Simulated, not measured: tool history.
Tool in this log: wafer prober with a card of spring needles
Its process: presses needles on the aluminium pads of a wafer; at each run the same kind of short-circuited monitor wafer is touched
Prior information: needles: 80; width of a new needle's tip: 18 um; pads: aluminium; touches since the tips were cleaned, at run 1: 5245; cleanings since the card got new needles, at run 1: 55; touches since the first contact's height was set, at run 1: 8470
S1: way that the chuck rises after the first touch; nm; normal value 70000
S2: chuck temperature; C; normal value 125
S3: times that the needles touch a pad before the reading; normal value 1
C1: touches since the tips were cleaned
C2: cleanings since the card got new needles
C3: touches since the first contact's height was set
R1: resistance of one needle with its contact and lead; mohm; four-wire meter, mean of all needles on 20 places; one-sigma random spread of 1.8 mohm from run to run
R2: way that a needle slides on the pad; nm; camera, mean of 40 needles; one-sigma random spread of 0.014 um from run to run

| run | hour | S1 | S2 | S3 | C1 | C2 | C3 | R1 | R2 |
|---|---|---|---|---|---|---|---|---|---|
| 1 | 0.0 | 70000 | 125 | 1 | 5245 | 55 | 8470 | 183 | 12990 |
|  | 3.5 | tips cleaned on abrasive film |
|  | 18.9 | tips cleaned on abrasive film |
| 2 | 24.4 | 70000 | 125 | 1 | 2451 | 57 | 19234 | 179 | 13030 |
|  | 34.8 | tips cleaned on abrasive film |
| 3 | 43.1 | 70000 | 125 | 1 | 3692 | 58 | 27516 | 179 | 13030 |
|  | 50.2 | tips cleaned on abrasive film |
| 4 | 60.3 | 70000 | 125 | 2 | 4486 | 59 | 35137 | 185 | 13060 |
|  | 65.7 | tips cleaned on abrasive film |
| 5 | 72.5 | 70000 | 125 | 2 | 2989 | 60 | 40503 | 182 | 13080 |
|  | 80.6 | tips cleaned on abrasive film |
| 6 | 83.9 | 70000 | 125 | 2 | 1496 | 61 | 45570 | 176 | 13070 |
|  | 96.5 | tips cleaned on abrasive film |
| 7 | 96.6 | 70000 | 120 | 1 | 59 | 62 | 51165 | 181 | 13100 |
| 8 | 108.3 | 70000 | 120 | 1 | 5261 | 62 | 56367 | 181 | 13090 |
|  | 112.4 | tips cleaned on abrasive film |
|  | 128.2 | tips cleaned on abrasive film |
| 9 | 131.2 | 62000 | 125 | 1 | 1349 | 64 | 66465 | 182 | 11650 |
|  | 143.9 | tips cleaned on abrasive film |
| 10 | 154.5 | 53000 | 125 | 1 | 4688 | 65 | 76792 | 185 | 9960 |
|  | 159.9 | tips cleaned on abrasive film |
|  | 163.3 | height of the first contact set anew |
|  | 176.1 | tips cleaned on abrasive film |
| 11 | 178.0 | 53000 | 125 | 1 | 843 | 67 | 6537 | 185 | 10000 |
|  | 191.5 | tips cleaned on abrasive film |
| 12 | 191.5 | 53000 | 125 | 1 | 0 | 68 | 12505 | 188 | 9970 |
|  | 207.4 | tips cleaned on abrasive film |
| 13 | 211.7 | 70000 | 125 | 2 | 1918 | 69 | 21420 | 183 | 13220 |
|  | 223.6 | tips cleaned on abrasive film |
| 14 | 227.2 | 70000 | 125 | 1 | 1617 | 70 | 28305 | 180 | 13240 |
|  | 239.3 | tips cleaned on abrasive film |
| 15 | 242.4 | 70000 | 125 | 1 | 1393 | 71 | 35008 | 181 | 13210 |
|  | 255.2 | tips cleaned on abrasive film |
| 16 | 263.8 | 70000 | 124 | 1 | 3801 | 72 | 44474 | 179 | 13240 |
|  | 270.6 | tips cleaned on abrasive film |
|  | 285.5 | tips cleaned on abrasive film |
| 17 | 287.7 | 68000 | 105 | 2 | 963 | 74 | 55021 | 178 | 12880 |
|  | 301.3 | tips cleaned on abrasive film |
| 18 | 307.8 | 68000 | 105 | 2 | 2913 | 75 | 63947 | 178 | 12900 |
|  | 317.7 | tips cleaned on abrasive film |
| 19 | 325.8 | 79000 | 33 | 2 | 3623 | 76 | 71918 | 163 | 15030 |
|  | 334.0 | tips cleaned on abrasive film |
|  | 344.7 | gauge calibrated |
|  | 345.0 | height of the first contact set anew |
| 20 | 348.0 | 80000 | 49 | 2 | 6125 | 77 | 1358 | 165 | 14850 |
|  | 349.2 | tips cleaned on abrasive film |
|  | 364.2 | tips cleaned on abrasive film |
| 21 | 371.7 | 80000 | 49 | 2 | 3310 | 79 | 11801 | 167 | 14870 |
|  | 378.9 | tips cleaned on abrasive film |
|  | 394.2 | tips cleaned on abrasive film |
| 22 | 395.0 | 80000 | 49 | 2 | 359 | 81 | 22095 | 164 | 14910 |
|  | 409.4 | tips cleaned on abrasive film |
| 23 | 414.6 | 70000 | 120 | 1 | 2322 | 82 | 30761 | 183 | 13070 |
|  | 424.6 | tips cleaned on abrasive film |
| 24 | 433.2 | 70000 | 120 | 1 | 3843 | 83 | 39020 | 183 | 13100 |
|  | 441.3 | tips cleaned on abrasive film |
| 25 | 445.6 | 70000 | 120 | 1 | 1919 | 84 | 44484 | 182 | 13080 |
|  | 456.2 | tips cleaned on abrasive film |
| 26 | 461.1 | 87000 | 43 | 1 | 2150 | 85 | 51320 | 162 | 16280 |
|  | 471.4 | tips cleaned on abrasive film |
| 27 | 473.4 | 65000 | 52 | 2 | 915 | 86 | 56773 | 166 | 12170 |
| 28 | 485.7 | 72000 | 28 | 1 | 6397 | 86 | 62255 | 161 | 13520 |
|  | 487.3 | tips cleaned on abrasive film |
| 29 | 499.8 | 72000 | 28 | 1 | 5583 | 87 | 68484 | 164 | 13500 |
|  | 502.2 | tips cleaned on abrasive film |
|  | 516.9 | tips cleaned on abrasive film |
| 30 | 518.0 | 80000 | 113 | 3 | 490 | 89 | 76497 | 175 | 15070 |
|  | 527.7 | height of the first contact set anew |
|  | 533.3 | tips cleaned on abrasive film |
| 31 | 536.2 | 80000 | 113 | 3 | 1301 | 90 | 3753 | 179 | 15030 |

How the hidden state differs across the entries between the runs, from the last listed run before each to the first after it:
Runs 1 to 2: tips cleaned on abrasive film (hour 3.5); tips cleaned on abrasive film (hour 18.9)
  debris on the tips, nm: 1.3 -> 0.9; tips' diameter, um: 18.01 -> 18.02; drift of the gauge itself on scrub_um, %: 0 -> 0.17
  the result without the hidden state subtracted from the measured one, R2: +0 -> +20 nm
Runs 2 to 3: tips cleaned on abrasive film (hour 34.8)
  debris on the tips, nm: 0.9 -> 1; drift of the gauge itself on scrub_um, %: 0.17 -> 0.3
  the result without the hidden state subtracted from the measured one, R2: +20 -> +30 nm
Runs 3 to 4: tips cleaned on abrasive film (hour 50.2)
  debris on the tips, nm: 1 -> 1.2; drift of the gauge itself on scrub_um, %: 0.3 -> 0.42
  the result without the hidden state subtracted from the measured one, R2: +30 -> +50 nm
Runs 4 to 5: tips cleaned on abrasive film (hour 65.7)
  debris on the tips, nm: 1.2 -> 0.9; drift of the gauge itself on scrub_um, %: 0.42 -> 0.5
  the result without the hidden state subtracted from the measured one, R2: +50 -> +60 nm
Runs 5 to 6: tips cleaned on abrasive film (hour 80.6)
  debris on the tips, nm: 0.9 -> 0.5; way that the needles fall short of the set height, um: 0 -> 0.01; drift of the gauge itself on scrub_um, %: 0.5 -> 0.58
  the result without the hidden state subtracted from the measured one, R2: +60 -> +70 nm
Runs 6 to 7: tips cleaned on abrasive film (hour 96.5)
  debris on the tips, nm: 0.5 -> 0.1; drift of the gauge itself on scrub_um, %: 0.58 -> 0.67
  the result without the hidden state subtracted from the measured one, R2: +70 -> +90 nm
Runs 8 to 9: tips cleaned on abrasive film (hour 112.4); tips cleaned on abrasive film (hour 128.2)
  debris on the tips, nm: 1.3 -> 0.6; drift of the gauge itself on scrub_um, %: 0.75 -> 0.91
  the result without the hidden state subtracted from the measured one, R2: +90 -> +110 nm
Runs 9 to 10: tips cleaned on abrasive film (hour 143.9)
  debris on the tips, nm: 0.6 -> 1.2; drift of the gauge itself on scrub_um, %: 0.91 -> 1.08
  the result without the hidden state subtracted from the measured one, R2: +110 -> +100 nm
Runs 10 to 11: tips cleaned on abrasive film (hour 159.9); height of the first contact set anew (hour 163.3); tips cleaned on abrasive film (hour 176.1)
  debris on the tips, nm: 1.2 -> 0.4; way that the needles fall short of the set height, um: 0.01 -> 0; drift of the gauge itself on scrub_um, %: 1.08 -> 1.24
  the result without the hidden state subtracted from the measured one, R2: +100 -> +130 nm
Runs 11 to 12: tips cleaned on abrasive film (hour 191.5)
  debris on the tips, nm: 0.4 -> 0.1; drift of the gauge itself on scrub_um, %: 1.24 -> 1.33
  the result without the hidden state subtracted from the measured one, R2: +130 -> +130 nm
Runs 12 to 13: tips cleaned on abrasive film (hour 207.4)
  debris on the tips, nm: 0.1 -> 0.7; drift of the gauge itself on scrub_um, %: 1.33 -> 1.47
  the result without the hidden state subtracted from the measured one, R2: +130 -> +190 nm
Runs 13 to 14: tips cleaned on abrasive film (hour 223.6)
  debris on the tips, nm: 0.7 -> 0.6; drift of the gauge itself on scrub_um, %: 1.47 -> 1.58
  the result without the hidden state subtracted from the measured one, R2: +190 -> +200 nm
Runs 14 to 15: tips cleaned on abrasive film (hour 239.3)
  drift of the gauge itself on scrub_um, %: 1.58 -> 1.69
  the result without the hidden state subtracted from the measured one, R2: +200 -> +220 nm
Runs 15 to 16: tips cleaned on abrasive film (hour 255.2)
  debris on the tips, nm: 0.6 -> 1.1; drift of the gauge itself on scrub_um, %: 1.69 -> 1.83
  the result without the hidden state subtracted from the measured one, R2: +220 -> +240 nm
Runs 16 to 17: tips cleaned on abrasive film (hour 270.6); tips cleaned on abrasive film (hour 285.5)
  debris on the tips, nm: 1.1 -> 0.5; way that the needles fall short of the set height, um: 0 -> 0.01; drift of the gauge itself on scrub_um, %: 1.83 -> 2
  the result without the hidden state subtracted from the measured one, R2: +240 -> +260 nm
Runs 17 to 18: tips cleaned on abrasive film (hour 301.3)
  debris on the tips, nm: 0.5 -> 1; drift of the gauge itself on scrub_um, %: 2 -> 2.14
  the result without the hidden state subtracted from the measured one, R2: +260 -> +270 nm
Runs 18 to 19: tips cleaned on abrasive film (hour 317.7)
  debris on the tips, nm: 1 -> 1.1; drift of the gauge itself on scrub_um, %: 2.14 -> 2.27
  the result without the hidden state subtracted from the measured one, R2: +270 -> +330 nm
Runs 19 to 20: tips cleaned on abrasive film (hour 334.0); gauge calibrated (hour 344.7); height of the first contact set anew (hour 345.0)
  debris on the tips, nm: 1.1 -> 1.4; way that the needles fall short of the set height, um: 0.01 -> 0; drift of the gauge itself on scrub_um, %: 2.27 -> 0.02
  the result without the hidden state subtracted from the measured one, R2: +330 -> +0 nm
Runs 20 to 21: tips cleaned on abrasive film (hour 349.2); tips cleaned on abrasive film (hour 364.2)
  debris on the tips, nm: 1.4 -> 1; drift of the gauge itself on scrub_um, %: 0.02 -> 0.19
  the result without the hidden state subtracted from the measured one, R2: +0 -> +20 nm
Runs 21 to 22: tips cleaned on abrasive film (hour 378.9); tips cleaned on abrasive film (hour 394.2)
  debris on the tips, nm: 1 -> 0.2; drift of the gauge itself on scrub_um, %: 0.19 -> 0.35
  the result without the hidden state subtracted from the measured one, R2: +20 -> +50 nm
Runs 22 to 23: tips cleaned on abrasive film (hour 409.4)
  debris on the tips, nm: 0.2 -> 0.8; drift of the gauge itself on scrub_um, %: 0.35 -> 0.48
  the result without the hidden state subtracted from the measured one, R2: +50 -> +60 nm
Runs 23 to 24: tips cleaned on abrasive film (hour 424.6)
  debris on the tips, nm: 0.8 -> 1.1; drift of the gauge itself on scrub_um, %: 0.48 -> 0.61
  the result without the hidden state subtracted from the measured one, R2: +60 -> +80 nm
Runs 24 to 25: tips cleaned on abrasive film (hour 441.3)
  debris on the tips, nm: 1.1 -> 0.7; way that the needles fall short of the set height, um: 0 -> 0.01; drift of the gauge itself on scrub_um, %: 0.61 -> 0.7
  the result without the hidden state subtracted from the measured one, R2: +80 -> +90 nm
Runs 25 to 26: tips cleaned on abrasive film (hour 456.2)
  drift of the gauge itself on scrub_um, %: 0.7 -> 0.81
  the result without the hidden state subtracted from the measured one, R2: +90 -> +130 nm
Runs 26 to 27: tips cleaned on abrasive film (hour 471.4)
  debris on the tips, nm: 0.7 -> 0.5; drift of the gauge itself on scrub_um, %: 0.81 -> 0.89
  the result without the hidden state subtracted from the measured one, R2: +130 -> +100 nm
Runs 28 to 29: tips cleaned on abrasive film (hour 487.3)
  debris on the tips, nm: 1.5 -> 1.3; drift of the gauge itself on scrub_um, %: 0.98 -> 1.08
  the result without the hidden state subtracted from the measured one, R2: +130 -> +140 nm
Runs 29 to 30: tips cleaned on abrasive film (hour 502.2); tips cleaned on abrasive film (hour 516.9)
  debris on the tips, nm: 1.3 -> 0.4; drift of the gauge itself on scrub_um, %: 1.08 -> 1.2
  the result without the hidden state subtracted from the measured one, R2: +140 -> +180 nm
Runs 30 to 31: height of the first contact set anew (hour 527.7); tips cleaned on abrasive film (hour 533.3)
  debris on the tips, nm: 0.4 -> 0.5; way that the needles fall short of the set height, um: 0.01 -> 0; drift of the gauge itself on scrub_um, %: 1.2 -> 1.33
  the result without the hidden state subtracted from the measured one, R2: +180 -> +200 nm
